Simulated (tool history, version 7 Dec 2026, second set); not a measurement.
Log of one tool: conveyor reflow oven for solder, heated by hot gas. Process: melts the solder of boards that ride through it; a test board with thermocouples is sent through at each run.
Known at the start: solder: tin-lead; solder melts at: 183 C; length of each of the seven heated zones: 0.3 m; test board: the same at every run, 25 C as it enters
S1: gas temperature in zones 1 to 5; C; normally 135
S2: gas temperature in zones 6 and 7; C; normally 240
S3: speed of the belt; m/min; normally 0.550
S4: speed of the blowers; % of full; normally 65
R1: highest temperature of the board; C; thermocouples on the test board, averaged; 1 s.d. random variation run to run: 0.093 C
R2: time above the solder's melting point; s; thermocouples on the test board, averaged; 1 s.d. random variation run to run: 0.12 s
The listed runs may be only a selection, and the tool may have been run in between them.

| run | day | S1 | S2 | S3 | S4 | R1 | R2 |
|---|---|---|---|---|---|---|---|
| 1 | 0.000 | 135 | 240 | 0.550 | 65 | 221.96 | 50.9 |
| 2 | 0.462 | 135 | 240 | 0.550 | 65 | 222.06 | 51.0 |
| 3 | 1.279 | 135 | 240 | 0.603 | 65 | 218.68 | 44.0 |
|  | 1.800 | flux residue cleaned out of gas plates and filters |
| 4 | 2.283 | 135 | 251 | 0.550 | 65 | 230.53 | 55.8 |
| 5 | 3.033 | 135 | 251 | 0.550 | 65 | 230.61 | 55.7 |
| 6 | 3.388 | 135 | 251 | 0.550 | 65 | 230.65 | 55.8 |
| 7 | 4.046 | 135 | 251 | 0.550 | 58 | 227.64 | 54.2 |
| 8 | 4.904 | 135 | 251 | 0.550 | 58 | 227.73 | 54.2 |
|  | 5.496 | flux residue cleaned out of gas plates and filters, once more |
| 9 | 5.933 | 135 | 251 | 0.550 | 58 | 229.74 | 55.3 |
| 10 | 6.421 | 135 | 251 | 0.550 | 58 | 229.88 | 55.1 |
| 11 | 7.204 | 135 | 251 | 0.598 | 69 | 231.03 | 51.4 |
| 12 | 7.833 | 135 | 251 | 0.582 | 60 | 228.51 | 51.6 |
| 13 | 8.275 | 138 | 242 | 0.582 | 82 | 228.38 | 52.7 |
| 14 | 8.733 | 135 | 231 | 0.502 | 65 | 217.93 | 53.9 |
| 15 | 9.258 | 135 | 231 | 0.502 | 65 | 217.86 | 54.1 |
| 16 | 9.783 | 135 | 235 | 0.550 | 82 | 223.33 | 52.6 |
| 17 | 10.317 | 135 | 240 | 0.630 | 65 | 217.71 | 42.0 |
| 18 | 10.812 | 135 | 249 | 0.441 | 66 | 238.26 | 74.2 |
| 19 | 11.283 | 143 | 249 | 0.441 | 66 | 239.06 | 76.9 |

5 options for the next run, each taken on its own from the tool as it stands now. Forecast them:
| A | 11.938 | 135 | 248 | 0.550 | 65 | ? | ? |
| B | 11.938 | 132 | 244 | 0.596 | 66 | ? | ? |
| C | 11.938 | 135 | 240 | 0.550 | 79 | ? | ? |
| D | 11.938 | 131 | 249 | 0.441 | 66 | ? | ? |
| E | 11.938 | 134 | 240 | 0.623 | 65 | ? | ? |

| run | R1 | R2 |
|---|---|---|
| A | 229.87 | 55.5 |
| B | 223.05 | 47.1 |
| C | 226.98 | 54.4 |
| D | 237.90 | 72.9 |
| E | 218.15 | 42.3 |
Take away the tool's hidden state, keep each run's random variation, and the runs would have read:
| run | R1 | R2 |
|---|---|---|
| A | 229.70 | 55.2 |
| B | 222.98 | 46.8 |
| C | 226.82 | 54.1 |
| D | 237.53 | 72.4 |
| E | 218.09 | 42.2 |
